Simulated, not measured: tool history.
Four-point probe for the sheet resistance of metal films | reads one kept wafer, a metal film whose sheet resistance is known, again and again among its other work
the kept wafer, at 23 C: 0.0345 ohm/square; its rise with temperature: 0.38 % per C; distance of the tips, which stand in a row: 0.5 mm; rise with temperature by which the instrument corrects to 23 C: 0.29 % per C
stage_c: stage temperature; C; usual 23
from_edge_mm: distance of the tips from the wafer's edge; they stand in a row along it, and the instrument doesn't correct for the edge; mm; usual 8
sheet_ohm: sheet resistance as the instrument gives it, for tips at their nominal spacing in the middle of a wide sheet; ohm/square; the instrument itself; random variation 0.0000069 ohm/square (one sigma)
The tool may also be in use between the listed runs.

{"run": 1, "day": 0.0, "stage_c": 23, "from_edge_mm": 8, "sheet_ohm": 0.034765}
{"run": 2, "day": 0.467, "stage_c": 23, "from_edge_mm": 8, "sheet_ohm": 0.034772}
{"run": 3, "day": 1.188, "stage_c": 23, "from_edge_mm": 8, "sheet_ohm": 0.034776}
{"run": 4, "day": 1.588, "stage_c": 23, "from_edge_mm": 22, "sheet_ohm": 0.034716}
{"run": 5, "day": 1.942, "stage_c": 23, "from_edge_mm": 53, "sheet_ohm": 0.034698}
{"run": 6, "day": 2.5, "stage_c": 23, "from_edge_mm": 21, "sheet_ohm": 0.034704}
{"run": 7, "day": 3.05, "stage_c": 23, "from_edge_mm": 21, "sheet_ohm": 0.034708}
{"run": 8, "day": 3.579, "stage_c": 23, "from_edge_mm": 8, "sheet_ohm": 0.034762}
{"run": 9, "day": 4.283, "stage_c": 23, "from_edge_mm": 8, "sheet_ohm": 0.034777}
{"run": 10, "day": 4.854, "stage_c": 23, "from_edge_mm": 8, "sheet_ohm": 0.034761}
{"run": 11, "day": 5.208, "stage_c": 23, "from_edge_mm": 8, "sheet_ohm": 0.034767}
{"run": 12, "day": 5.521, "stage_c": 23, "from_edge_mm": 8, "sheet_ohm": 0.034775}
{"run": 13, "day": 6.046, "stage_c": 23, "from_edge_mm": 8, "sheet_ohm": 0.03477}
{"run": 14, "day": 6.579, "stage_c": 23, "from_edge_mm": 8, "sheet_ohm": 0.034768}
{"run": 15, "day": 7.175, "stage_c": 30, "from_edge_mm": 14, "sheet_ohm": 0.034942}
{"run": 16, "day": 7.5, "stage_c": 20, "from_edge_mm": 58, "sheet_ohm": 0.034604}
{"run": 17, "day": 7.862, "stage_c": 26, "from_edge_mm": 46, "sheet_ohm": 0.034796}
{"run": 18, "day": 8.208, "stage_c": 32, "from_edge_mm": 12, "sheet_ohm": 0.035019}
{"run": 19, "day": 8.892, "stage_c": 32, "from_edge_mm": 12, "sheet_ohm": 0.035023}
{"run": 20, "day": 9.196, "stage_c": 33, "from_edge_mm": 30, "sheet_ohm": 0.035004}
{"run": 21, "day": 9.571, "stage_c": 33, "from_edge_mm": 30, "sheet_ohm": 0.035013}
{"run": 22, "day": 10.017, "stage_c": 25, "from_edge_mm": 13, "sheet_ohm": 0.034787}
{"run": 23, "day": 10.379, "stage_c": 35, "from_edge_mm": 6, "sheet_ohm": 0.035188}
{"run": 24, "day": 10.704, "stage_c": 24, "from_edge_mm": 8, "sheet_ohm": 0.034802}
{"run": 25, "day": 11.312, "stage_c": 24, "from_edge_mm": 8, "sheet_ohm": 0.034808}
{"run": 26, "day": 11.958, "stage_c": 24, "from_edge_mm": 8, "sheet_ohm": 0.034814}
{"run": 27, "day": 12.575, "stage_c": 29, "from_edge_mm": 3, "sheet_ohm": 0.035394}

Forecast each of these 4 alternatives for the next run:
{"run": "A", "day": 13.038, "stage_c": 22, "from_edge_mm": 23, "sheet_ohm": "?"}
{"run": "B", "day": 13.038, "stage_c": 34, "from_edge_mm": 41, "sheet_ohm": "?"}
{"run": "C", "day": 13.038, "stage_c": 21, "from_edge_mm": 25, "sheet_ohm": "?"}
{"run": "D", "day": 13.038, "stage_c": 34, "from_edge_mm": 6, "sheet_ohm": "?"}

run=A sheet_ohm=0.034671
run=B sheet_ohm=0.035031
run=C sheet_ohm=0.034634
run=D sheet_ohm=0.035174
Without the tool's hidden state the same runs would have given:
run=A sheet_ohm=0.034475
run=B sheet_ohm=0.034835
run=C sheet_ohm=0.034439
run=D sheet_ohm=0.034977

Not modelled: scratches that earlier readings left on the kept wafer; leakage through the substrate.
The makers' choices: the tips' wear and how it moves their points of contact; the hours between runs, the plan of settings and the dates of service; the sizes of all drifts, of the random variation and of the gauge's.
